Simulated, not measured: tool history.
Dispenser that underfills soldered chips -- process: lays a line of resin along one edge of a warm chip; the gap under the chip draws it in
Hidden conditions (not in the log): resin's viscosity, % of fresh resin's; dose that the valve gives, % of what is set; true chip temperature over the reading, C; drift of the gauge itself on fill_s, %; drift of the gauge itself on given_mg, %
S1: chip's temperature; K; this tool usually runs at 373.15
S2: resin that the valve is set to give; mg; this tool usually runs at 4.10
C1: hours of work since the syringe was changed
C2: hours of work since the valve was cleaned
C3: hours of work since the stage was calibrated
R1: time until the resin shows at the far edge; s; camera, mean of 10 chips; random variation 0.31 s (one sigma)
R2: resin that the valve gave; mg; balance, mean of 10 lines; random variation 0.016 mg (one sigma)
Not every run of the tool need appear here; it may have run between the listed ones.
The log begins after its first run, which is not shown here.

run,hour,S1,S2,C1,C2,C3,R1,R2
# hour 4.0: new syringe of resin
2,8.6,373.15,4.10,3,23,242,9.3,4.10
# hour 15.6: new syringe of resin
3,16.4,373.15,4.10,1,28,247,7.7,4.06
4,24.1,373.15,4.10,6,34,253,11.4,4.03
# hour 26.8: new syringe of resin
5,31.5,373.15,4.10,3,39,258,9.1,4.02
6,36.7,373.15,4.10,7,43,262,12.4,4.04
# hour 38.4: new syringe of resin
7,41.1,359.15,4.10,2,46,265,12.8,4.03
# hour 49.6: new syringe of resin
8,50.3,359.15,4.10,0,52,271,11.2,4.03
9,55.8,359.15,4.10,4,56,275,15.4,4.05
10,59.4,359.15,4.10,7,58,278,19.1,4.03
# hour 60.7: new syringe of resin
11,65.3,373.15,4.10,3,62,282,9.7,4.02
# hour 71.9: new syringe of resin
12,72.9,373.15,4.10,1,68,287,7.9,4.01
13,81.8,373.15,4.10,7,74,293,13.4,3.98
# hour 83.4: new syringe of resin
14,86.8,366.15,4.10,2,77,297,10.9,3.99
# hour 95.1: new syringe of resin
15,95.4,366.15,4.10,0,83,302,9.2,3.95
16,101.7,366.15,4.10,5,88,307,13.0,3.99
# hour 106.5: new syringe of resin
17,110.3,366.15,4.10,3,94,313,11.0,3.95
18,115.6,366.15,4.10,7,98,317,14.8,3.93
# hour 118.1: new syringe of resin
19,120.6,369.15,4.56,2,101,320,8.5,4.42
# hour 129.4: new syringe of resin
20,129.4,382.15,5.08,0,107,326,5.9,4.84
21,136.0,382.15,5.08,5,112,331,7.8,4.82
# hour 140.9: new syringe of resin
22,143.2,382.15,5.08,2,117,336,6.3,4.85
# hour 152.4: new syringe of resin
23,152.4,382.15,4.36,0,123,342,5.9,4.12

The next listed run, before its measurement:
24,157.3,373.15,4.74,4,127,346,?,?

{"run 24": {"R1": 9.7, "R2": 4.48}}
The same run, on a tool lacking any hidden state, would have yielded R1 6.8 s, R2 4.73 mg.

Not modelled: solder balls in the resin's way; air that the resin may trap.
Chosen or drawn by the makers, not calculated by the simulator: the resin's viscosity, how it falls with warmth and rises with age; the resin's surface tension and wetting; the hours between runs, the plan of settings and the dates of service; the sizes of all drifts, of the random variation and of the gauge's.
